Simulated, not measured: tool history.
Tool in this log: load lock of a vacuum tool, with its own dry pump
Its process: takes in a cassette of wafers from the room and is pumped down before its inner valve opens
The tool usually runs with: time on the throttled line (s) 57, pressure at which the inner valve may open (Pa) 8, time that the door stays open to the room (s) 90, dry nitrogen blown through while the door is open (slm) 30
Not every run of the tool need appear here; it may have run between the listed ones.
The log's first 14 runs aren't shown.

run    hour  time on the throttled line (s)  pressure at which the inner valve may open (Pa)  time that the door stays open to the room (s)  dry nitrogen blown through while the door is open (slm)  hours that the pump has run since its overhaul  times that the door has closed on its seal  incoming humidity of the room's air, %  time from the closed door until the inner valve may open (s)  rise of the pressure with all valves shut (Pa/min)
 15  1083.6                              57                                                8                                             90                                                       30                                            1613                                       45053                                    45.5                                                         104.9                                               0.296
 16  1198.5                              57                                                8                                             90                                                       30                                            1727                                       45453                                    45.1                                                         104.5                                               0.299
 17  1277.1                              57                                                8                                             90                                                       30                                            1806                                       45727                                    41.7                                                         105.3                                               0.309
 18  1328.1                              57                                                8                                             90                                                       30                                            1857                                       45905                                    45.6                                                         105.6                                               0.305
 19  1443.8                              57                                                8                                             90                                                       30                                            1973                                       46308                                    46.8                                                         105.7                                               0.312
 20  1508.4                              57                                                9                                             90                                                       30                                            2037                                       46533                                    44.2                                                         104.1                                               0.300
 21  1601.9                              57                                                9                                             90                                                       30                                            2131                                       46859                                    44.8                                                         103.8                                               0.313
 22  1652.6                              69                                               11                                             90                                                       30                                            2182                                       47035                                    45.8                                                         112.6                                               0.321
 23  1767.8                              43                                               13                                            149                                                       30                                            2297                                       47437                                    47.0                                                          90.7                                               0.323
 24  1821.6                              43                                               13                                            149                                                       30                                            2351                                       47624                                    46.4                                                          90.2                                               0.334
 25  1929.1                              57                                               13                                             71                                                       42                                            2458                                       47999                                    45.5                                                         103.1                                               0.319

Run 26 comes next. What will it give?
 26  2009.0                              88                                               13                                             71                                                        7                                            2538                                       48277                                    45.3                                                             ?                                                   ?

Run 26 gave time from the closed door until the inner valve may open (s) 127.4, rise of the pressure with all valves shut (Pa/min) 0.336.
Minus the tool's unlogged condition, the same run would have read time from the closed door until the inner valve may open (s) 127.3, rise of the pressure with all valves shut (Pa/min) 0.040.

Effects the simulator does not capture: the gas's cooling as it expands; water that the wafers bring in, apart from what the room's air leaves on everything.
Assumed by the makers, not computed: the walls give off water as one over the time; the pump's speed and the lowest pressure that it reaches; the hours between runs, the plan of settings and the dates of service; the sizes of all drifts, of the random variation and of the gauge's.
